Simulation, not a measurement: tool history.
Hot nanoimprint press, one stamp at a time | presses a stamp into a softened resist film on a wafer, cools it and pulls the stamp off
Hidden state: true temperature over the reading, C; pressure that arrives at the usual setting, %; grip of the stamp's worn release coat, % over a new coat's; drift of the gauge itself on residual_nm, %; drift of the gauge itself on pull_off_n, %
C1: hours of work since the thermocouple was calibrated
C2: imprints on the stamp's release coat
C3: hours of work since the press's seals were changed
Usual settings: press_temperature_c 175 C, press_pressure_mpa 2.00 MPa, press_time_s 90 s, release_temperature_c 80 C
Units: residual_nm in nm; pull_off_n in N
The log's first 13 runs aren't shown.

Run 14, day 4.833: usual settings; C1 48; C2 63; C3 68. Result: residual_nm 118.5 nm, pull_off_n 147 N.
Run 15, day 5.233: usual settings but release_temperature_c 77 C; C1 52; C2 78; C3 73. Result: residual_nm 117.8 nm, pull_off_n 153 N.
Run 16, day 5.600: usual settings but release_temperature_c 70 C; C1 56; C2 92; C3 77. Result: residual_nm 117.8 nm, pull_off_n 164 N.
Run 17, day 5.867: usual settings but release_temperature_c 70 C; C1 59; C2 102; C3 80. Result: residual_nm 118.6 nm, pull_off_n 160 N.
Run 18, day 6.167: usual settings but release_temperature_c 70 C; C1 62; C2 113; C3 83. Result: residual_nm 118.3 nm, pull_off_n 160 N.
Run 19, day 6.475: usual settings but press_temperature_c 168 C, press_pressure_mpa 1.31 MPa; C1 66; C2 124; C3 87. Result: residual_nm 170.9 nm, pull_off_n 146 N.
Run 20, day 6.658: usual settings but press_temperature_c 168 C, press_pressure_mpa 1.31 MPa; C1 68; C2 131; C3 89. Result: residual_nm 170.2 nm, pull_off_n 151 N.
Run 21, day 7.071: usual settings but press_time_s 74 s; C1 72; C2 146; C3 93. Result: residual_nm 125.4 nm, pull_off_n 150 N.
Run 22, day 7.358: usual settings but press_temperature_c 164 C; C1 76; C2 157; C3 97. Result: residual_nm 171.3 nm, pull_off_n 145 N.
Run 23, day 7.592: usual settings but press_temperature_c 164 C; C1 78; C2 166; C3 99. Result: residual_nm 170.1 nm, pull_off_n 149 N.
Run 24, day 7.967: usual settings but press_temperature_c 166 C, press_time_s 62 s; C1 82; C2 180; C3 103. Result: residual_nm 172.1 nm, pull_off_n 151 N.
Run 25, day 8.175: usual settings but press_temperature_c 166 C, press_time_s 62 s; C1 85; C2 187; C3 106. Result: residual_nm 171.5 nm, pull_off_n 151 N.
Run 26, day 8.379: usual settings but press_temperature_c 181 C, press_pressure_mpa 2.75 MPa, press_time_s 51 s, release_temperature_c 88 C; C1 87; C2 195; C3 108. Result: residual_nm 95.1 nm, pull_off_n 138 N.
Run 27, day 8.675: usual settings but press_temperature_c 165 C, press_pressure_mpa 1.31 MPa, press_time_s 148 s, release_temperature_c 77 C; C1 90; C2 206; C3 111. Result: residual_nm 170.7 nm, pull_off_n 159 N.
Run 28, day 8.925: usual settings but press_temperature_c 165 C, press_pressure_mpa 1.31 MPa, press_time_s 148 s, release_temperature_c 77 C; C1 93; C2 215; C3 114. Result: residual_nm 170.4 nm, pull_off_n 145 N.
Run 29, day 9.246: usual settings but press_temperature_c 183 C, press_pressure_mpa 2.66 MPa; C1 97; C2 227; C3 118. Result: residual_nm 71.4 nm, pull_off_n 148 N.
Run 30, day 9.508: usual settings but press_temperature_c 183 C, press_pressure_mpa 2.66 MPa; C1 100; C2 237; C3 120. Result: residual_nm 71.8 nm, pull_off_n 151 N.

Forecast each of these 3 alternatives for the next run:
Run A, day 9.938: usual settings but press_temperature_c 183 C, press_pressure_mpa 2.48 MPa; C1 104; C2 253; C3 125. Result: residual_nm ?, pull_off_n ?.
Run B, day 9.938: usual settings but press_temperature_c 183 C, press_pressure_mpa 2.66 MPa, press_time_s 85 s; C1 104; C2 253; C3 125. Result: residual_nm ?, pull_off_n ?.
Run C, day 9.938: usual settings but press_temperature_c 172 C, press_pressure_mpa 1.93 MPa, release_temperature_c 73 C; C1 104; C2 253; C3 125. Result: residual_nm ?, pull_off_n ?.

run  residual_nm  pull_off_n
  A         74.0         153
  B         72.8         147
  C        137.3         159
Without the tool's hidden state the same runs would have given:
run  residual_nm  pull_off_n
  A         72.5         147
  B         71.3         142
  C        135.3         153
